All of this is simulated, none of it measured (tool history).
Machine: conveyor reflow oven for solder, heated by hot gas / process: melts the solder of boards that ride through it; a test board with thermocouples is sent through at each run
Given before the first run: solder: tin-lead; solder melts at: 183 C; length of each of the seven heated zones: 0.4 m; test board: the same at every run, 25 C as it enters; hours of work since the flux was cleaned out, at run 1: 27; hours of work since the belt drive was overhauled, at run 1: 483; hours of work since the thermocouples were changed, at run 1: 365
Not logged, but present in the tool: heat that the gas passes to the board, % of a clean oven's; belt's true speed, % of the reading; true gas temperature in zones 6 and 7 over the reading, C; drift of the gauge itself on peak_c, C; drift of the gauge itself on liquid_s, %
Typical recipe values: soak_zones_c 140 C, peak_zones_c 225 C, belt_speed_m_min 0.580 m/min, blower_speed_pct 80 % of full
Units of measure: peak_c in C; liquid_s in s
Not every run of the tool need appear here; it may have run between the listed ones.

run,hour,soak_zones_c,peak_zones_c,belt_speed_m_min,blower_speed_pct,hours of work since the flux was cleaned out,hours of work since the belt drive was overhauled,hours of work since the thermocouples were changed,peak_c,liquid_s
1,0.0,140,225,0.580,80,27,483,365,212.7,59.8
2,66.5,140,225,0.580,80,62,518,401,212.6,58.9
3,95.6,140,225,0.580,80,77,534,416,212.1,59.7
4,127.1,140,225,0.580,80,94,550,433,212.4,59.6
5,195.7,140,225,0.580,80,130,587,469,211.9,58.9
6,241.4,140,225,0.580,80,155,611,493,212.3,59.2
7,280.7,140,225,0.580,80,175,632,514,212.4,59.3
8,317.5,140,225,0.580,80,195,651,534,212.1,59.5
9,386.5,140,225,0.580,80,232,688,570,212.8,59.1
10,426.2,140,225,0.580,80,253,709,591,212.3,59.1
11,458.5,140,225,0.607,63,270,726,609,206.1,48.4
12,515.0,129,226,0.580,58,300,756,639,203.8,43.2
# hour 540.9: belt drive overhauled, speed set with a stopwatch
13,563.9,151,240,0.676,64,324,12,662,217.6,56.5
14,600.5,155,220,0.686,85,343,32,682,208.0,51.2
15,652.6,147,225,0.580,80,371,59,709,213.5,63.3
16,705.6,131,237,0.580,85,399,87,737,222.4,64.2
17,744.5,150,226,0.586,76,419,108,758,213.4,63.4
18,811.0,145,220,0.586,76,455,143,793,207.6,56.0

Branching from run 18: 3 alternative next runs. What would each branch give?
A,845.5,145,236,0.586,72,473,162,812,?,?
B,845.5,137,238,0.580,80,473,162,812,?,?
C,845.5,145,220,0.582,58,473,162,812,?,?

run,peak_c,liquid_s
A,220.6,66.2
B,223.2,66.2
C,202.8,47.8
With the hidden condition removed and each run's random variation left untouched, the same runs would have given:
run,peak_c,liquid_s
A,220.6,66.3
B,223.3,66.3
C,202.8,47.8
